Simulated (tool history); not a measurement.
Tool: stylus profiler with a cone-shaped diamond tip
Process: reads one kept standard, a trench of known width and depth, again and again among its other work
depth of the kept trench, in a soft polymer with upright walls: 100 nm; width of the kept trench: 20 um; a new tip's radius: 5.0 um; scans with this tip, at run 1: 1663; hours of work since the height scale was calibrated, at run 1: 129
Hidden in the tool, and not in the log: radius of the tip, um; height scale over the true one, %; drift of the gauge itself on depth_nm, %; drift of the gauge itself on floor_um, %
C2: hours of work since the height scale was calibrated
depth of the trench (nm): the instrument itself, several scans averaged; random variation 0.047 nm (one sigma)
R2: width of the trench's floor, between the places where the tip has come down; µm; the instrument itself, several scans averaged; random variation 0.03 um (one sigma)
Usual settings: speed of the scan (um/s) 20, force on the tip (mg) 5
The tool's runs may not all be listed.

Run 1, hour 0: usual settings; scans with this tip 1663; C2 129. Result: depth of the trench (nm) 102.43, R2 17.82 µm.
Run 2, hour 15.5: usual settings; scans with this tip 1766; C2 137. Result: depth of the trench (nm) 102.34, R2 17.82 µm.
Run 3, hour 24.8: usual settings; scans with this tip 1828; C2 142. Result: depth of the trench (nm) 102.31, R2 17.8 µm.
Run 4, hour 33.8: usual settings; scans with this tip 1887; C2 147. Result: depth of the trench (nm) 102.33, R2 17.84 µm.
Run 5, hour 44.7: usual settings but speed of the scan (um/s) 8; scans with this tip 1960; C2 152. Result: depth of the trench (nm) 102.28, R2 17.84 µm.
Run 6, hour 60.2: usual settings; scans with this tip 2063; C2 161. Result: depth of the trench (nm) 102.44, R2 17.87 µm.
Run 7, hour 74.1: usual settings but force on the tip (mg) 3.01; scans with this tip 2154; C2 168. Result: depth of the trench (nm) 101.71, R2 17.79 µm.
Run 8, hour 87.7: usual settings but force on the tip (mg) 3.01; scans with this tip 2245; C2 175. Result: depth of the trench (nm) 101.7, R2 17.74 µm.
Run 9, hour 102.6: usual settings but speed of the scan (um/s) 7, force on the tip (mg) 3.01; scans with this tip 2344; C2 182. Result: depth of the trench (nm) 101.73, R2 17.85 µm.
Run 10, hour 116.8: usual settings but speed of the scan (um/s) 7, force on the tip (mg) 3.01; scans with this tip 2438; C2 190. Result: depth of the trench (nm) 101.62, R2 17.87 µm.
Run 11, hour 124.7: usual settings but speed of the scan (um/s) 7, force on the tip (mg) 3.01; scans with this tip 2490; C2 194. Result: depth of the trench (nm) 101.75, R2 17.86 µm.
Run 12, hour 136: usual settings; scans with this tip 2565; C2 200. Result: depth of the trench (nm) 102.41, R2 17.8 µm.
Run 13, hour 148.2: usual settings; scans with this tip 2646; C2 206. Result: depth of the trench (nm) 102.29, R2 17.77 µm.
Run 14, hour 163: usual settings; scans with this tip 2745; C2 214. Result: depth of the trench (nm) 102.45, R2 17.76 µm.
Run 15, hour 172.7: usual settings; scans with this tip 2809; C2 219. Result: depth of the trench (nm) 102.34, R2 17.79 µm.
Run 16, hour 179.6: usual settings; scans with this tip 2855; C2 222. Result: depth of the trench (nm) 102.39, R2 17.75 µm.
Run 17, hour 191.7: usual settings; scans with this tip 2935; C2 228. Result: depth of the trench (nm) 102.39, R2 17.73 µm.
Run 18, hour 201.8: usual settings but force on the tip (mg) 2.31; scans with this tip 3002; C2 234. Result: depth of the trench (nm) 101.35, R2 17.72 µm.
Run 19, hour 209.9: usual settings but force on the tip (mg) 2.31; scans with this tip 3055; C2 238. Result: depth of the trench (nm) 101.42, R2 17.78 µm.
Run 20, hour 217: usual settings but speed of the scan (um/s) 68; scans with this tip 3103; C2 241. Result: depth of the trench (nm) 102.4, R2 17.53 µm.
At hour 218.4: height scale calibrated on a step standard.
Run 21, hour 230.1: usual settings but speed of the scan (um/s) 68; scans with this tip 3187; C2 6. Result: depth of the trench (nm) 102.44, R2 17.55 µm.
Run 22, hour 239.2: usual settings; scans with this tip 3246; C2 11. Result: depth of the trench (nm) 102.37, R2 17.74 µm.
Run 23, hour 246.5: usual settings; scans with this tip 3295; C2 14. Result: depth of the trench (nm) 102.45, R2 17.8 µm.
Run 24, hour 259.2: usual settings; scans with this tip 3379; C2 21. Result: depth of the trench (nm) 102.43, R2 17.74 µm.
Run 25, hour 266.1: usual settings; scans with this tip 3425; C2 25. Result: depth of the trench (nm) 102.47, R2 17.79 µm.
At hour 279.8: height scale calibrated on a step standard, once more.
Run 26, hour 279.8: usual settings but speed of the scan (um/s) 10, force on the tip (mg) 5.04; scans with this tip 3513; C2 0. Result: depth of the trench (nm) 102.41, R2 17.79 µm.
Run 27, hour 291.6: usual settings but speed of the scan (um/s) 64, force on the tip (mg) 7.6; scans with this tip 3591; C2 6. Result: depth of the trench (nm) 103.1, R2 17.57 µm.
Run 28, hour 306.4: usual settings but speed of the scan (um/s) 9, force on the tip (mg) 7.21; scans with this tip 3689; C2 14. Result: depth of the trench (nm) 102.95, R2 17.82 µm.
Run 29, hour 314.8: usual settings but speed of the scan (um/s) 9, force on the tip (mg) 7.21; scans with this tip 3745; C2 18. Result: depth of the trench (nm) 102.99, R2 17.86 µm.
Run 30, hour 323.4: usual settings but force on the tip (mg) 3.64; scans with this tip 3802; C2 22. Result: depth of the trench (nm) 101.98, R2 17.69 µm.
Run 31, hour 336.6: usual settings but speed of the scan (um/s) 9, force on the tip (mg) 12.47; scans with this tip 3890; C2 29. Result: depth of the trench (nm) 104.2, R2 17.79 µm.
Run 32, hour 346.3: usual settings but speed of the scan (um/s) 45, force on the tip (mg) 7.42; scans with this tip 3954; C2 34. Result: depth of the trench (nm) 103.03, R2 17.67 µm.
Run 33, hour 353.1: usual settings but speed of the scan (um/s) 37, force on the tip (mg) 9.92; scans with this tip 3999; C2 38. Result: depth of the trench (nm) 103.83, R2 17.66 µm.
Run 34, hour 367.6: usual settings but speed of the scan (um/s) 34, force on the tip (mg) 12.43; scans with this tip 4095; C2 45. Result: depth of the trench (nm) 104.3, R2 17.66 µm.
Run 35, hour 381.8: usual settings but speed of the scan (um/s) 34, force on the tip (mg) 12.43; scans with this tip 4189; C2 53. Result: depth of the trench (nm) 104.3, R2 17.73 µm.
Run 36, hour 392: usual settings but speed of the scan (um/s) 34, force on the tip (mg) 12.43; scans with this tip 4257; C2 58. Result: depth of the trench (nm) 104.23, R2 17.71 µm.
Run 37, hour 404.4: usual settings but speed of the scan (um/s) 7, force on the tip (mg) 7.15; scans with this tip 4339; C2 64. Result: depth of the trench (nm) 103.03, R2 17.81 µm.
Run 38, hour 418.1: usual settings but speed of the scan (um/s) 25, force on the tip (mg) 6.84; scans with this tip 4430; C2 71. Result: depth of the trench (nm) 102.9, R2 17.75 µm.
Run 39, hour 433.1: usual settings but speed of the scan (um/s) 25, force on the tip (mg) 6.84; scans with this tip 4530; C2 79. Result: depth of the trench (nm) 102.98, R2 17.66 µm.
Run 40, hour 444.1: usual settings but speed of the scan (um/s) 11, force on the tip (mg) 2.61; scans with this tip 4603; C2 85. Result: depth of the trench (nm) 101.57, R2 17.75 µm.
Run 41, hour 454.3: usual settings but speed of the scan (um/s) 6, force on the tip (mg) 7.65; scans with this tip 4670; C2 90. Result: depth of the trench (nm) 103.16, R2 17.77 µm.
Run 42, hour 462.9: usual settings but speed of the scan (um/s) 6, force on the tip (mg) 7.65; scans with this tip 4728; C2 95. Result: depth of the trench (nm) 103.12, R2 17.8 µm.
Run 43, hour 477.9: usual settings but speed of the scan (um/s) 63, force on the tip (mg) 2.92; scans with this tip 4827; C2 102. Result: depth of the trench (nm) 101.64, R2 17.4 µm.
Run 44, hour 492.3: usual settings but speed of the scan (um/s) 63, force on the tip (mg) 2.92; scans with this tip 4923; C2 110. Result: depth of the trench (nm) 101.65, R2 17.43 µm.
Run 45, hour 503.9: usual settings but speed of the scan (um/s) 63, force on the tip (mg) 2.92; scans with this tip 5000; C2 116. Result: depth of the trench (nm) 101.66, R2 17.34 µm.
Run 46, hour 514.7: usual settings but speed of the scan (um/s) 63, force on the tip (mg) 2.92; scans with this tip 5071; C2 121. Result: depth of the trench (nm) 101.74, R2 17.36 µm.
Run 47, hour 526.6: usual settings but speed of the scan (um/s) 41, force on the tip (mg) 7.66; scans with this tip 5150; C2 127. Result: depth of the trench (nm) 103.21, R2 17.56 µm.

4 ways to go on from here, each from the tool as it stands after run 47. What would each give?
Run A, hour 537.7: usual settings but speed of the scan (um/s) 6, force on the tip (mg) 5.43; scans with this tip 5224; C2 133. Result: depth of the trench (nm) ?, R2 ?.
Run B, hour 537.7: usual settings but speed of the scan (um/s) 33, force on the tip (mg) 13.83; scans with this tip 5224; C2 133. Result: depth of the trench (nm) ?, R2 ?.
Run C, hour 537.7: usual settings but speed of the scan (um/s) 41, force on the tip (mg) 7.23; scans with this tip 5224; C2 133. Result: depth of the trench (nm) ?, R2 ?.
Run D, hour 537.7: usual settings but speed of the scan (um/s) 7; scans with this tip 5224; C2 133. Result: depth of the trench (nm) ?, R2 ?.

run  depth of the trench (nm)     R2
  A                    102.54  17.71
  B                     104.7  17.65
  C                    103.13  17.59
  D                     102.5  17.77
Without the tool's hidden state the same runs would have given:
run  depth of the trench (nm)     R2
  A                    102.45  17.96
  B                    104.61   17.9
  C                    103.04  17.83
  D                    102.41  18.01

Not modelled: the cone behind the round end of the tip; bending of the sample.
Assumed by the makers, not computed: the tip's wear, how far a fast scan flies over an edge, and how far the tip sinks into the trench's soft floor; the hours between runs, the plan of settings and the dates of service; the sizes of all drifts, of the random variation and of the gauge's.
